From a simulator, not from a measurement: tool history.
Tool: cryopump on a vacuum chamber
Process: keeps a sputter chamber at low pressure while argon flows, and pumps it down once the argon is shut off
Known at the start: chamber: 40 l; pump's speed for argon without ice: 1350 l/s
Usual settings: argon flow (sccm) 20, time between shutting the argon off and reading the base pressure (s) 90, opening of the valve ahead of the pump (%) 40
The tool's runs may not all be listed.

run	day	argon flow (sccm)	time between shutting the argon off and reading the base pressure (s)	opening of the valve ahead of the pump (%)	pressure while argon flows (Pa)	pressure after the wait (uPa)
1	0	20	90	40	0.0705	1.71
2	2.808	20	90	40	0.07	1.84
3	6.267	20	90	40	0.0727	1.97
4	9.05	20	90	40	0.073	2.02
5	11.671	20	90	40	0.0639	1.71
6	15.521	20	90	27	0.0949	1.8
7	18.646	20	90	27	0.0969	1.91
8	21.475	20	90	27	0.0977	1.91
9	23.467	20	90	27	0.0982	2.08
10	26.204	20	90	27	0.0997	2.08
11	28.812	20	90	40	0.0695	2.19
12	31.908	9	90	40	0.0333	2.34
13	35.583	9	90	40	0.0334	2.5
14	40.108	9	90	40	0.0294	2.08
15	43.562	15	90	40	0.0483	2.23
16	45.85	20	90	40	0.0659	2.17
17	49.104	20	90	40	0.067	2.32
18	51.425	20	35	40	0.0677	3.71
19	54.308	8	68	19	0.0563	2.87
20	56.808	8	68	19	0.0563	2.9
21	60.788	8	68	19	0.0564	3.01
22	63.479	9	32	18	0.0674	4.51
23	67.112	9	130	27	0.0417	2.13
24	70.85	10	90	47	0.0283	2.5
25	73.667	9	107	47	0.0258	2.44
26	76.304	20	226	40	0.0678	2.07
27	78.329	20	226	40	0.0684	2.28
28	80.646	10	90	19	0.0693	2.9
29	83.342	10	77	19	0.0695	2.97
30	85.729	10	77	19	0.0708	3.19
31	88.083	10	77	19	0.0713	3.34
32	91.967	12	77	19	0.0789	2.8
33	94.712	12	77	19	0.0804	2.8
34	98.217	20	169	20	0.1296	2.43
35	100.85	20	231	32	0.0813	2.4

Not shown: 4 entries that the log had between the listed runs. Between which runs, and how does the tool's hidden state differ before and after?
Between runs 4 and 5: pump warmed up, emptied and cooled again (day 10.554)
  pump's speed, % of a pump's without ice: 71.6 -> 98.3; cold plate's temperature, K: 13.34 -> 13.36; leak into the chamber, uPa l/s: 1063 -> 1098
  measured less the result without the state, pressure while argon flows (Pa): +0.0108 -> +0.0012; pressure after the wait (uPa): +0.9 -> +0.63
Between runs 13 and 14: pump warmed up, emptied and cooled again (day 37.733)
  pump's speed, % of a pump's without ice: 71.6 -> 96.4; cold plate's temperature, K: 13.6 -> 13.65; leak into the chamber, uPa l/s: 1449 -> 1513
  measured less the result without the state, pressure while argon flows (Pa): +0.005 -> +0.0008; pressure after the wait (uPa): +1.35 -> +0.99
Between runs 22 and 23: pump warmed up, emptied and cooled again (day 64.788)
  pump's speed, % of a pump's without ice: 70.6 -> 97; cold plate's temperature, K: 13.87 -> 13.91; leak into the chamber, uPa l/s: 1852 -> 1900
  measured less the result without the state, pressure while argon flows (Pa): +0.0053 -> +0.0008; pressure after the wait (uPa): +1.8 -> +1.3
Between runs 31 and 32: pump warmed up, emptied and cooled again (day 91.75)
  pump's speed, % of a pump's without ice: 74.1 -> 99.2; cold plate's temperature, K: 14.11 -> 14.15; leak into the chamber, uPa l/s: 2205 -> 2255
  measured less the result without the state, pressure while argon flows (Pa): +0.0052 -> +0.0008; pressure after the wait (uPa): +2.09 -> +1.55
